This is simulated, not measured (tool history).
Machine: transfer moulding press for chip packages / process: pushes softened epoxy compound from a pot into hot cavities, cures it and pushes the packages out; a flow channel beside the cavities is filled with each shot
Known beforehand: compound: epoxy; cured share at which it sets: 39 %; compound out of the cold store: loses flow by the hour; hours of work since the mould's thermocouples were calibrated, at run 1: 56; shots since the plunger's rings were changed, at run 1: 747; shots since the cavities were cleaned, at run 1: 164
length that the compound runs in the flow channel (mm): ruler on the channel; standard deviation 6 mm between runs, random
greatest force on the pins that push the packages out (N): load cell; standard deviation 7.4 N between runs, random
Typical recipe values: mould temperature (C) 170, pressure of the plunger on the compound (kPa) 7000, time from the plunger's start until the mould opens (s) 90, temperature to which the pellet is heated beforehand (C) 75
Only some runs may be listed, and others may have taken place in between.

run	day	mould temperature (C)	pressure of the plunger on the compound (kPa)	time from the plunger's start until the mould opens (s)	temperature to which the pellet is heated beforehand (C)	hours of work since the mould's thermocouples were calibrated	shots since the plunger's rings were changed	shots since the cavities were cleaned	incoming compound's hours out of the cold store	length that the compound runs in the flow channel (mm)	greatest force on the pins that push the packages out (N)
1	0	170	7000	90	75	56	747	164	22.2	966	405
2	1.279	170	7000	90	72	81	1197	614	17.5	972	541
3	1.971	170	7000	90	75	94	1440	857	34	918	546
# day 2.962: cavities cleaned with cleaning compound and waxed
4	2.979	170	7000	109	75	112	1772	6	32.8	912	583
5	3.638	170	7000	109	75	124	2004	238	36.7	908	522
6	4.725	170	7000	115	75	145	2385	619	42.1	896	465
7	5.562	171	7000	90	75	161	2679	913	13.5	957	643
# day 6.354: cavities cleaned with cleaning compound and waxed
8	6.704	174	8640	119	76	182	3058	122	17.6	1012	265
9	7.342	174	8640	91	84	194	3283	347	23.2	1008	365
10	8.362	174	8640	91	84	213	3641	705	46.2	939	418
# day 9.15: cavities cleaned with cleaning compound and waxed, once more
11	9.571	165	7000	116	75	235	4044	148	41.2	894	352
12	10.262	170	7800	82	75	248	4287	391	24.8	969	638
13	11.608	170	6510	82	75	274	4760	864	17.6	888	754

Forecast each of these 5 alternatives for the next run:
A	12.292	165	6510	78	66	287	5000	1104	35.3	?	?
B	12.292	170	6180	127	73	287	5000	1104	16.8	?	?
C	12.292	163	6510	74	75	287	5000	1104	18.4	?	?
D	12.292	170	6510	82	84	287	5000	1104	46.9	?	?
E	12.292	170	8780	109	75	287	5000	1104	12.8	?	?

run	length that the compound runs in the flow channel (mm)	greatest force on the pins that push the packages out (N)
A	879	1275
B	873	394
C	924	1558
D	819	698
E	1055	437
The same runs, with their run-to-run variation unchanged, on a tool lacking any hidden condition would have given:
run	length that the compound runs in the flow channel (mm)	greatest force on the pins that push the packages out (N)
A	929	678
B	923	215
C	976	836
D	866	369
E	1115	236
